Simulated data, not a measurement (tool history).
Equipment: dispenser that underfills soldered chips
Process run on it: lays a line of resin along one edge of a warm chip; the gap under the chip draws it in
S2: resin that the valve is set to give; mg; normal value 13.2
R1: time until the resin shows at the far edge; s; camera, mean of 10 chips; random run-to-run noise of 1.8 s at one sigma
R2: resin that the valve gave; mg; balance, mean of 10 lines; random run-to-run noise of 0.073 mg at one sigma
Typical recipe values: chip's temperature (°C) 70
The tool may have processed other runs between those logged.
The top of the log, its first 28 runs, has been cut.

{"hour": 167.3, "done": "new syringe of resin"}
{"run": 29, "hour": 168.0, "chip's temperature (°C)": 70, "S2": 12.3, "R1": 181.3, "R2": 11.93}
{"run": 30, "hour": 174.2, "chip's temperature (°C)": 63, "S2": 13.3, "R1": 279.5, "R2": 12.92}
{"run": 31, "hour": 177.9, "chip's temperature (°C)": 73, "S2": 14.1, "R1": 205.2, "R2": 13.54}
{"run": 32, "hour": 184.3, "chip's temperature (°C)": 70, "S2": 12.5, "R1": 281.6, "R2": 12.05}
{"hour": 185.9, "done": "new syringe of resin"}
{"run": 33, "hour": 191.5, "chip's temperature (°C)": 70, "S2": 12.5, "R1": 202.9, "R2": 11.95}
{"run": 34, "hour": 196.7, "chip's temperature (°C)": 72, "S2": 11.4, "R1": 221.2, "R2": 10.9}
{"run": 35, "hour": 200.7, "chip's temperature (°C)": 55, "S2": 14.7, "R1": 489.6, "R2": 14.14}
{"hour": 204.2, "done": "new syringe of resin"}
{"run": 36, "hour": 205.7, "chip's temperature (°C)": 55, "S2": 14.7, "R1": 331.4, "R2": 14.04}

Here are 3 independent what-if runs from the current tool condition. What would each one return?
{"run": "A", "hour": 212.6, "chip's temperature (°C)": 67, "S2": 13.2, "R1": "?", "R2": "?"}
{"run": "B", "hour": 212.6, "chip's temperature (°C)": 66, "S2": 15.8, "R1": "?", "R2": "?"}
{"run": "C", "hour": 212.6, "chip's temperature (°C)": 56, "S2": 14.5, "R1": "?", "R2": "?"}

run=A R1=243.7 R2=12.41
run=B R1=251.0 R2=15.00
run=C R1=383.2 R2=13.69
With the hidden condition removed and each run's random variation left untouched, the same runs would have given:
run=A R1=202.2 R2=13.02
run=B R1=209.3 R2=15.74
run=C R1=319.8 R2=14.37

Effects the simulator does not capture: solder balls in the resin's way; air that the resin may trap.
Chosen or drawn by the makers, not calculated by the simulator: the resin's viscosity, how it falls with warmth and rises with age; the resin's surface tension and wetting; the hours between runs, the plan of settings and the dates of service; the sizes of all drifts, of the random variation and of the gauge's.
